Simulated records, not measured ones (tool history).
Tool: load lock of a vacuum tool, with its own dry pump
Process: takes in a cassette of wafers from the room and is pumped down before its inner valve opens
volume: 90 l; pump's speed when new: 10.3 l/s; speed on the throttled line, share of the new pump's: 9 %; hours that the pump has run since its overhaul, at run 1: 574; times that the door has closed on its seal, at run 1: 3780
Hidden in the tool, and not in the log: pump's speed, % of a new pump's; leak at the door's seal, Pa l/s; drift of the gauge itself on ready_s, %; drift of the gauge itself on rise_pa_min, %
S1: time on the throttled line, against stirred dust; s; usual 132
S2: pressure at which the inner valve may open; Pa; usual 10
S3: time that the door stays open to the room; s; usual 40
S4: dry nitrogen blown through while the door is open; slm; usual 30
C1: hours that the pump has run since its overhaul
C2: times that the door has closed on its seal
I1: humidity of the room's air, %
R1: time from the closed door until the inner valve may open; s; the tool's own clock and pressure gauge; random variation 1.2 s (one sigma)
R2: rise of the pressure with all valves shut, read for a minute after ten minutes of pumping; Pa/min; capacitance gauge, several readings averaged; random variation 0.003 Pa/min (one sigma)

{"run": 1, "hour": 0.0, "S1": 132, "S2": 10, "S3": 40, "S4": 30, "C1": 574, "C2": 3780, "I1": 46.1, "R1": 200.4, "R2": 0.031}
{"run": 2, "hour": 67.7, "S1": 132, "S2": 10, "S3": 40, "S4": 30, "C1": 642, "C2": 3851, "I1": 45, "R1": 198.3, "R2": 0.032}
{"run": 3, "hour": 110.6, "S1": 132, "S2": 10, "S3": 40, "S4": 30, "C1": 685, "C2": 3897, "I1": 44.2, "R1": 201.6, "R2": 0.031}
{"run": 4, "hour": 160.7, "S1": 132, "S2": 10, "S3": 40, "S4": 30, "C1": 735, "C2": 3949, "I1": 42.5, "R1": 199.7, "R2": 0.033}
{"run": 5, "hour": 231.9, "S1": 132, "S2": 8, "S3": 40, "S4": 30, "C1": 806, "C2": 4024, "I1": 47.2, "R1": 202.3, "R2": 0.035}
{"run": 6, "hour": 284.7, "S1": 132, "S2": 8, "S3": 40, "S4": 30, "C1": 859, "C2": 4080, "I1": 48.4, "R1": 203.3, "R2": 0.036}
{"run": 7, "hour": 341.6, "S1": 132, "S2": 8, "S3": 40, "S4": 30, "C1": 916, "C2": 4140, "I1": 47.3, "R1": 204.1, "R2": 0.034}
{"run": 8, "hour": 404.5, "S1": 262, "S2": 8, "S3": 40, "S4": 12, "C1": 979, "C2": 4206, "I1": 46, "R1": 321.5, "R2": 0.042}
{"run": 9, "hour": 499.8, "S1": 132, "S2": 10, "S3": 99, "S4": 30, "C1": 1074, "C2": 4306, "I1": 45.5, "R1": 200, "R2": 0.042}
{"run": 10, "hour": 565.2, "S1": 215, "S2": 10, "S3": 99, "S4": 30, "C1": 1140, "C2": 4375, "I1": 44.4, "R1": 279.1, "R2": 0.035}
{"run": 11, "hour": 646.3, "S1": 141, "S2": 10, "S3": 99, "S4": 30, "C1": 1221, "C2": 4460, "I1": 43.4, "R1": 211.1, "R2": 0.035}

Forecast each of these 3 alternatives for the next run:
{"run": "A", "hour": 716.9, "S1": 141, "S2": 11, "S3": 139, "S4": 42, "C1": 1291, "C2": 4535, "I1": 42.5, "R1": "?", "R2": "?"}
{"run": "B", "hour": 716.9, "S1": 132, "S2": 10, "S3": 32, "S4": 30, "C1": 1291, "C2": 4535, "I1": 45.7, "R1": "?", "R2": "?"}
{"run": "C", "hour": 716.9, "S1": 109, "S2": 10, "S3": 40, "S4": 30, "C1": 1291, "C2": 4535, "I1": 44.3, "R1": "?", "R2": "?"}

run=A R1=209.8 R2=0.036
run=B R1=199 R2=0.035
run=C R1=182.7 R2=0.037
Without the tool's hidden state the same runs would have given:
run=A R1=208.7 R2=0.01
run=B R1=197.8 R2=0.008
run=C R1=181.4 R2=0.01

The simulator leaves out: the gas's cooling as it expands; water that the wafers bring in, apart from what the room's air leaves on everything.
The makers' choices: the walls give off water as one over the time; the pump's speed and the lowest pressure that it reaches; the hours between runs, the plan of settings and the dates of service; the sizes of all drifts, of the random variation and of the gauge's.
